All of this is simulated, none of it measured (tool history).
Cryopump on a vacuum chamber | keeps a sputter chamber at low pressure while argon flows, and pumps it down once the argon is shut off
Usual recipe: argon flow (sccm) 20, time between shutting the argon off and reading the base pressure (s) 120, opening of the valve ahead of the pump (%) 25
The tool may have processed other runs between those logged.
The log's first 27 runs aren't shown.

run	hour	argon flow (sccm)	time between shutting the argon off and reading the base pressure (s)	opening of the valve ahead of the pump (%)	hours of work since the pump was warmed up and emptied	hours of work since the cold head was overhauled	hours of work since the chamber's fittings were tightened	pressure while argon flows (Pa)	pressure after the wait (uPa)
28	1246.0	24	26	28	34	1871	79	0.0661	2.68
29	1300.4	24	48	19	77	1914	122	0.0976	1.56
30	1359.3	20	48	26	124	1960	169	0.0605	1.65
31	1403.1	20	48	26	158	1995	203	0.0598	1.76
32	1436.8	27	120	25	185	2022	230	0.0858	0.98
33	1476.1	39	32	17	216	2053	261	0.1810	2.52
34	1528.6	16	83	31	257	2094	302	0.0420	1.34
35	1574.4	20	120	33	293	2130	338	0.0501	1.21

Consider 3 possible next runs. They are alternatives, not a sequence: every one starts from the tool as it was left by run 35. What does each give?
A	1634.9	31	156	25	341	2178	386	?	?
B	1634.9	22	64	27	341	2178	386	?	?
C	1634.9	35	90	36	341	2178	386	?	?

run	pressure while argon flows (Pa)	pressure after the wait (uPa)
A	0.1016	1.21
B	0.0670	1.76
C	0.0811	1.53
With the hidden condition removed and each run's random variation left untouched, the same runs would have given:
run	pressure while argon flows (Pa)	pressure after the wait (uPa)
A	0.0945	0.56
B	0.0619	1.10
C	0.0731	0.87

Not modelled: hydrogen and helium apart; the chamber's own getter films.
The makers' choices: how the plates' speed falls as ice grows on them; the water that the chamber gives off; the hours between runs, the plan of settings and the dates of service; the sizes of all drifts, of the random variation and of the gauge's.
